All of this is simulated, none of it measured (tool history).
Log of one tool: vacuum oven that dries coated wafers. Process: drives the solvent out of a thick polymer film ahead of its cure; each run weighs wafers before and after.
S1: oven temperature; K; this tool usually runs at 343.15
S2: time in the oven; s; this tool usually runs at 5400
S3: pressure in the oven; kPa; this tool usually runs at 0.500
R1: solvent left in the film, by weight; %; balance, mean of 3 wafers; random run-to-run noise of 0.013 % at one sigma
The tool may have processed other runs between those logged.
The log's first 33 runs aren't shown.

run	hour	S1	S2	S3	R1
34	988.4	334.15	4320	0.776	4.00
35	1006.4	334.15	4320	0.776	4.01
36	1044.3	334.15	7620	0.750	2.16
37	1068.0	343.15	6900	0.968	1.26
38	1107.5	355.15	8100	0.353	0.17
39	1140.8	338.15	8580	0.587	1.19
40	1166.6	343.15	3240	0.500	3.22
41	1206.0	346.15	3240	0.758	2.81
42	1240.0	346.15	3240	0.758	2.79
43	1280.9	357.15	3900	0.500	0.80
44	1305.9	332.15	3240	0.500	5.27
45	1336.8	332.15	3240	0.500	5.26
46	1365.2	338.15	3300	0.979	4.30

Each row is a separate what-if for the run after 46, all from the same tool condition, not one after another. Results?
A	1385.9	343.15	5400	1.435	?
B	1385.9	348.15	5400	1.733	?
C	1385.9	355.15	5400	1.703	?
D	1385.9	340.15	5400	0.500	?
E	1385.9	352.15	3300	0.455	?

run	R1
A	2.07
B	1.53
C	0.86
D	2.02
E	1.69
Take away the tool's hidden state, keep each run's random variation, and the runs would have read:
run	R1
A	2.07
B	1.52
C	0.86
D	2.02
E	1.68

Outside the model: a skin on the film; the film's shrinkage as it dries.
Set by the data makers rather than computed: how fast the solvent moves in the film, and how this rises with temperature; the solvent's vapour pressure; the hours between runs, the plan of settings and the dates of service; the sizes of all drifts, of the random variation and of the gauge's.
